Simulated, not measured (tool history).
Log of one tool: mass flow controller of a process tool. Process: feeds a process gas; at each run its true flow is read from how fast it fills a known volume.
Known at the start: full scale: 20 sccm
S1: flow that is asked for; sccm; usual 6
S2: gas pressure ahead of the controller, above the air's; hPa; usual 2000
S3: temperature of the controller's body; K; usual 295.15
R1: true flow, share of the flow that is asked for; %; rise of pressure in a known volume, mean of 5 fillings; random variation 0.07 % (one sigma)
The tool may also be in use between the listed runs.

run,hour,S1,S2,S3,R1
1,0.0,6,2000,295.15,98.87
2,39.0,6,2000,295.15,98.92
3,91.5,6,2000,295.15,98.93
4,167.5,6,2000,295.15,98.84
5,221.5,6,2000,295.15,99.01
6,300.9,6,2000,295.15,98.91
7,370.7,6,2000,295.15,98.78
8,417.4,6,2000,295.15,98.86
9,464.4,6,2000,295.15,98.93
10,543.2,6,2000,295.15,98.85
11,622.4,7,1610,295.15,99.13
12,659.2,8,2000,311.15,98.23
13,700.5,3,2230,307.15,97.30
14,757.6,2,2390,302.15,97.09
15,823.5,2,2000,304.15,97.13
16,883.7,2,2000,304.15,97.13
17,921.3,3,2670,295.15,97.75

5 ways to go on from here, each from the tool as it stands after run 17. What would each give?
A,970.3,6,2000,309.15,?
B,970.3,6,1430,296.15,?
C,970.3,2,2240,296.15,?
D,970.3,10,1530,310.15,?
E,970.3,6,1410,310.15,?

run,R1
A,98.11
B,99.18
C,97.45
D,98.98
E,98.38
Without the tool's hidden state the same runs would have given:
run,R1
A,98.09
B,99.16
C,98.25
D,98.79
E,98.36
